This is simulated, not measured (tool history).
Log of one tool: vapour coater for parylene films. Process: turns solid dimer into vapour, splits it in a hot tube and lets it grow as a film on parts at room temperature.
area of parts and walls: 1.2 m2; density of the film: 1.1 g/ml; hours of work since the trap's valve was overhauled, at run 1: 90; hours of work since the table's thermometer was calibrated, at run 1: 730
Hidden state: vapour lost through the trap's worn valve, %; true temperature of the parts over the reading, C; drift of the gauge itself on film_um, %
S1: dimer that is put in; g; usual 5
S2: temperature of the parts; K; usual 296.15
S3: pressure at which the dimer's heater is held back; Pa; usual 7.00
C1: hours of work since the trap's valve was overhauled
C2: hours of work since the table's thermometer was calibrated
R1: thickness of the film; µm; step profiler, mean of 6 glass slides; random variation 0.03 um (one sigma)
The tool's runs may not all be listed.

Run 1, hour 0.0: usual settings; C1 90; C2 730. Result: R1 2.54 µm.
Run 2, hour 37.5: usual settings; C1 107; C2 747. Result: R1 2.49 µm.
Run 3, hour 58.3: usual settings; C1 117; C2 757. Result: R1 2.54 µm.
Run 4, hour 89.5: usual settings but S2 289.15 K; C1 131; C2 771. Result: R1 3.28 µm.
Run 5, hour 120.8: usual settings but S1 7 g; C1 146; C2 786. Result: R1 3.47 µm.
Run 6, hour 160.9: usual settings but S1 7 g; C1 164; C2 804. Result: R1 3.43 µm.
Run 7, hour 201.5: usual settings but S1 7 g; C1 183; C2 823. Result: R1 3.43 µm.
Run 8, hour 242.2: usual settings but S1 7 g; C1 201; C2 841. Result: R1 3.32 µm.
Run 9, hour 289.4: usual settings but S1 7 g; C1 223; C2 863. Result: R1 3.30 µm.
At hour 324.3: trap's valve overhauled.
Run 10, hour 325.7: usual settings but S1 3 g; C1 1; C2 878. Result: R1 1.62 µm.
Run 11, hour 371.3: usual settings but S2 292.15 K; C1 22; C2 899. Result: R1 3.17 µm.
Run 12, hour 407.7: usual settings but S2 292.15 K, S3 2.14 Pa; C1 38; C2 916. Result: R1 3.63 µm.
Run 13, hour 445.2: usual settings but S2 292.15 K, S3 2.14 Pa; C1 56; C2 933. Result: R1 3.60 µm.
Run 14, hour 469.6: usual settings but S2 300.15 K; C1 67; C2 944. Result: R1 2.23 µm.
Run 15, hour 507.6: usual settings but S2 300.15 K; C1 84; C2 962. Result: R1 2.20 µm.
Run 16, hour 530.4: usual settings but S2 300.15 K; C1 95; C2 972. Result: R1 2.16 µm.
Run 17, hour 578.1: usual settings; C1 117; C2 994. Result: R1 2.56 µm.
Run 18, hour 610.2: usual settings but S3 4.86 Pa; C1 132; C2 1009. Result: R1 2.68 µm.
Run 19, hour 633.4: usual settings but S3 10.37 Pa; C1 142; C2 1020. Result: R1 2.28 µm.
Run 20, hour 667.6: usual settings but S3 4.54 Pa; C1 158; C2 1035. Result: R1 2.68 µm.
Run 21, hour 700.5: usual settings but S3 2.72 Pa; C1 173; C2 1051. Result: R1 2.88 µm.
Run 22, hour 729.0: usual settings but S3 2.72 Pa; C1 186; C2 1064. Result: R1 2.88 µm.
Run 23, hour 750.6: usual settings but S1 3 g, S3 2.72 Pa; C1 196; C2 1074. Result: R1 1.67 µm.
Run 24, hour 788.2: usual settings but S1 3 g, S3 2.72 Pa; C1 214; C2 1091. Result: R1 1.74 µm.
Run 25, hour 823.9: usual settings but S1 2 g; C1 230; C2 1107. Result: R1 0.93 µm.
At hour 842.8: trap's valve overhauled.
Run 26, hour 847.5: usual settings but S1 8 g, S3 6.41 Pa; C1 2; C2 1116. Result: R1 4.38 µm.
Run 27, hour 877.1: usual settings but S1 4 g, S2 297.15 K, S3 9.56 Pa; C1 16; C2 1130. Result: R1 1.97 µm.
Run 28, hour 920.7: usual settings but S1 8 g; C1 36; C2 1150. Result: R1 4.22 µm.
Run 29, hour 941.8: usual settings but S1 7 g, S3 4.89 Pa; C1 46; C2 1160. Result: R1 3.95 µm.
Run 30, hour 979.3: usual settings but S1 6 g, S2 293.15 K, S3 6.64 Pa; C1 63; C2 1177. Result: R1 3.54 µm.
Run 31, hour 1009.4: usual settings but S1 6 g, S2 293.15 K, S3 6.64 Pa; C1 77; C2 1191. Result: R1 3.53 µm.
Run 32, hour 1056.8: usual settings but S1 7 g, S2 289.15 K, S3 6.64 Pa; C1 99; C2 1213. Result: R1 4.70 µm.
Run 33, hour 1104.5: usual settings but S1 2 g, S3 4.90 Pa; C1 120; C2 1235. Result: R1 1.10 µm.
Run 34, hour 1141.2: usual settings but S2 288.15 K, S3 4.41 Pa; C1 137; C2 1252. Result: R1 3.37 µm.
Run 35, hour 1183.7: usual settings but S1 4 g, S2 300.15 K, S3 2.57 Pa; C1 157; C2 1271. Result: R1 2.03 µm.
Run 36, hour 1205.5: usual settings but S1 3 g, S2 300.15 K, S3 2.33 Pa; C1 167; C2 1281. Result: R1 1.52 µm.
Run 37, hour 1239.4: usual settings but S1 9 g, S2 292.15 K, S3 2.26 Pa; C1 183; C2 1297. Result: R1 5.97 µm.
Run 38, hour 1280.2: usual settings but S3 7.37 Pa; C1 201; C2 1316. Result: R1 2.35 µm.
Run 39, hour 1304.5: usual settings but S3 7.37 Pa; C1 213; C2 1327. Result: R1 2.39 µm.
Run 40, hour 1352.9: usual settings but S1 4 g, S2 289.15 K, S3 11.53 Pa; C1 235; C2 1349. Result: R1 2.29 µm.
At hour 1360.4: trap's valve overhauled.
Run 41, hour 1400.8: usual settings but S1 4 g, S2 289.15 K, S3 11.53 Pa; C1 19; C2 1369. Result: R1 2.57 µm.
Run 42, hour 1434.7: usual settings but S2 300.15 K, S3 4.44 Pa; C1 34; C2 1385. Result: R1 2.42 µm.
Run 43, hour 1454.2: usual settings but S2 294.15 K, S3 4.44 Pa; C1 43; C2 1394. Result: R1 3.07 µm.
Run 44, hour 1481.9: usual settings but S1 2 g, S2 289.15 K; C1 56; C2 1407. Result: R1 1.41 µm.
Run 45, hour 1513.7: usual settings but S1 3 g, S2 288.15 K, S3 7.50 Pa; C1 71; C2 1421. Result: R1 2.10 µm.
Run 46, hour 1553.3: usual settings but S1 2 g, S2 304.15 K, S3 8.51 Pa; C1 89; C2 1440. Result: R1 0.72 µm.
Run 47, hour 1575.1: usual settings but S1 3 g, S2 291.15 K, S3 3.29 Pa; C1 99; C2 1450. Result: R1 2.11 µm.

Forecast each of these 4 alternatives for the next run:
Run A, hour 1598.1: usual settings but S1 3 g, S2 294.15 K, S3 2.68 Pa; C1 109; C2 1460. Result: R1 ?.
Run B, hour 1598.1: usual settings but S1 6 g, S2 306.15 K, S3 3.29 Pa; C1 109; C2 1460. Result: R1 ?.
Run C, hour 1598.1: usual settings but S1 8 g, S2 291.15 K, S3 3.29 Pa; C1 109; C2 1460. Result: R1 ?.
Run D, hour 1598.1: usual settings but S1 9 g, S3 6.50 Pa; C1 109; C2 1460. Result: R1 ?.

run    R1
  A  1.88
  B  2.33
  C  5.56
  D  4.63
Without the tool's hidden state the same runs would have given:
run    R1
  A  2.08
  B  2.57
  C  5.95
  D  5.09

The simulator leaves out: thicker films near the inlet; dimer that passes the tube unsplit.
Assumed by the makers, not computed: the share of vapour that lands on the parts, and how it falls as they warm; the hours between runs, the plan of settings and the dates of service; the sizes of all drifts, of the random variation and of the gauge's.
